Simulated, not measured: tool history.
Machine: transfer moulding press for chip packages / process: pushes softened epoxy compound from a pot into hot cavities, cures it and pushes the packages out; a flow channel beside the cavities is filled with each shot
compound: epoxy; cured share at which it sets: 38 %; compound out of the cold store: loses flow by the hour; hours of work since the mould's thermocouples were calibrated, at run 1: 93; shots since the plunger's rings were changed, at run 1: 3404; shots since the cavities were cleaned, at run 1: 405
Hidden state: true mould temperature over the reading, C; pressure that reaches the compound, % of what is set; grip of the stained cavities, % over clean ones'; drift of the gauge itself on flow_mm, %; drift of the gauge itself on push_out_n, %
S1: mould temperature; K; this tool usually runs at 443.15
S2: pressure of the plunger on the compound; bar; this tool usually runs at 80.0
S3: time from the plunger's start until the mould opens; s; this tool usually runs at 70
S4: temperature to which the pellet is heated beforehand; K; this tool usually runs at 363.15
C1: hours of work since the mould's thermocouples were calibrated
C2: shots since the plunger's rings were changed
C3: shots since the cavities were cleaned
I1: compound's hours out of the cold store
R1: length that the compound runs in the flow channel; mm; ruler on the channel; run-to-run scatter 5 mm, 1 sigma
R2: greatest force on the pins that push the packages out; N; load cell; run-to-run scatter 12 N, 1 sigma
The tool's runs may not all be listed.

run 1 hour=0.0 | S1=443.15 S2=80.0 S3=70 S4=363.15 | C1=93 C2=3404 C3=405 | I1=25.0 | R1=537 R2=905
-- hour=3.5 cavities cleaned with cleaning compound and waxed
run 2 hour=9.8 | S1=443.15 S2=80.0 S3=70 S4=363.15 | C1=96 C2=3492 C3=67 | I1=35.2 | R1=526 R2=678
run 3 hour=14.4 | S1=443.15 S2=80.0 S3=70 S4=363.15 | C1=98 C2=3540 C3=115 | I1=43.8 | R1=511 R2=722
run 4 hour=22.9 | S1=443.15 S2=80.0 S3=93 S4=363.15 | C1=102 C2=3630 C3=205 | I1=16.7 | R1=543 R2=515
run 5 hour=33.6 | S1=443.15 S2=80.0 S3=93 S4=363.15 | C1=106 C2=3743 C3=318 | I1=9.4 | R1=548 R2=588
run 6 hour=40.8 | S1=443.15 S2=80.0 S3=93 S4=363.15 | C1=109 C2=3820 C3=395 | I1=24.5 | R1=533 R2=583
-- hour=45.7 cavities cleaned with cleaning compound and waxed
run 7 hour=47.4 | S1=443.15 S2=80.0 S3=93 S4=361.15 | C1=111 C2=3873 C3=18 | I1=28.9 | R1=516 R2=438
run 8 hour=58.0 | S1=443.15 S2=80.0 S3=93 S4=361.15 | C1=115 C2=3985 C3=130 | I1=31.5 | R1=526 R2=488
run 9 hour=64.4 | S1=443.15 S2=80.0 S3=93 S4=361.15 | C1=118 C2=4053 C3=198 | I1=29.1 | R1=527 R2=510
run 10 hour=70.4 | S1=443.15 S2=80.0 S3=93 S4=361.15 | C1=120 C2=4116 C3=261 | I1=13.3 | R1=539 R2=554
run 11 hour=78.1 | S1=443.15 S2=75.4 S3=93 S4=361.15 | C1=123 C2=4198 C3=343 | I1=34.7 | R1=497 R2=565
-- hour=87.4 cavities cleaned with cleaning compound and waxed
run 12 hour=89.8 | S1=443.15 S2=75.4 S3=93 S4=361.15 | C1=127 C2=4306 C3=26 | I1=15.5 | R1=521 R2=440
run 13 hour=96.0 | S1=443.15 S2=80.0 S3=70 S4=370.15 | C1=130 C2=4371 C3=91 | I1=33.7 | R1=524 R2=677
run 14 hour=102.2 | S1=443.15 S2=80.0 S3=70 S4=370.15 | C1=132 C2=4436 C3=156 | I1=47.5 | R1=504 R2=728
-- hour=106.8 plunger's sealing rings changed
run 15 hour=111.9 | S1=443.15 S2=80.0 S3=70 S4=370.15 | C1=135 C2=54 C3=233 | I1=27.5 | R1=578 R2=783
run 16 hour=116.5 | S1=443.15 S2=74.4 S3=70 S4=365.15 | C1=137 C2=103 C3=282 | I1=24.1 | R1=560 R2=850
run 17 hour=125.7 | S1=443.15 S2=61.8 S3=76 S4=365.15 | C1=141 C2=199 C3=378 | I1=32.4 | R1=486 R2=752
-- hour=131.9 cavities cleaned with cleaning compound and waxed
run 18 hour=136.5 | S1=443.15 S2=79.1 S3=83 S4=367.15 | C1=144 C2=298 C3=49 | I1=44.3 | R1=542 R2=476
run 19 hour=146.9 | S1=443.15 S2=79.1 S3=83 S4=367.15 | C1=149 C2=408 C3=159 | I1=22.9 | R1=569 R2=556
run 20 hour=156.2 | S1=438.15 S2=77.4 S3=70 S4=363.15 | C1=152 C2=506 C3=257 | I1=25.9 | R1=575 R2=1217
run 21 hour=166.9 | S1=438.15 S2=77.4 S3=70 S4=363.15 | C1=157 C2=620 C3=371 | I1=32.7 | R1=569 R2=1317
run 22 hour=171.9 | S1=438.15 S2=65.2 S3=93 S4=363.15 | C1=159 C2=672 C3=423 | I1=36.1 | R1=519 R2=723
-- hour=173.9 cavities cleaned with cleaning compound and waxed
run 23 hour=181.0 | S1=438.15 S2=65.2 S3=93 S4=363.15 | C1=162 C2=753 C3=75 | I1=38.0 | R1=515 R2=576
run 24 hour=187.3 | S1=438.15 S2=65.2 S3=93 S4=363.15 | C1=164 C2=819 C3=141 | I1=28.8 | R1=525 R2=605
run 25 hour=192.3 | S1=443.15 S2=71.5 S3=70 S4=367.15 | C1=166 C2=872 C3=194 | I1=42.8 | R1=516 R2=742
run 26 hour=202.4 | S1=443.15 S2=80.0 S3=97 S4=363.15 | C1=170 C2=979 C3=301 | I1=25.4 | R1=559 R2=547
run 27 hour=207.5 | S1=441.15 S2=80.7 S3=70 S4=363.15 | C1=172 C2=1033 C3=355 | I1=38.2 | R1=561 R2=1021
run 28 hour=212.4 | S1=441.15 S2=80.7 S3=70 S4=360.15 | C1=174 C2=1085 C3=407 | I1=45.0 | R1=550 R2=981

Below, some changes in R1 between adjacent runs. For each, the amount present without the hidden state too (settings, incoming material, random variation) and the amount remaining for the hidden state with gauge scatter not shared by both compared results:
Run 3 -> 4: S3 70 -> 93. R1 +32 mm: hidden state -4, all else +36.
Run 14 -> 15: plunger's sealing rings changed. R1 +74 mm: hidden state +49, all else +25.
Run 16 -> 17: S2 74.4 -> 61.8, S3 70 -> 76. R1 -74 mm: hidden state -1, all else -73.

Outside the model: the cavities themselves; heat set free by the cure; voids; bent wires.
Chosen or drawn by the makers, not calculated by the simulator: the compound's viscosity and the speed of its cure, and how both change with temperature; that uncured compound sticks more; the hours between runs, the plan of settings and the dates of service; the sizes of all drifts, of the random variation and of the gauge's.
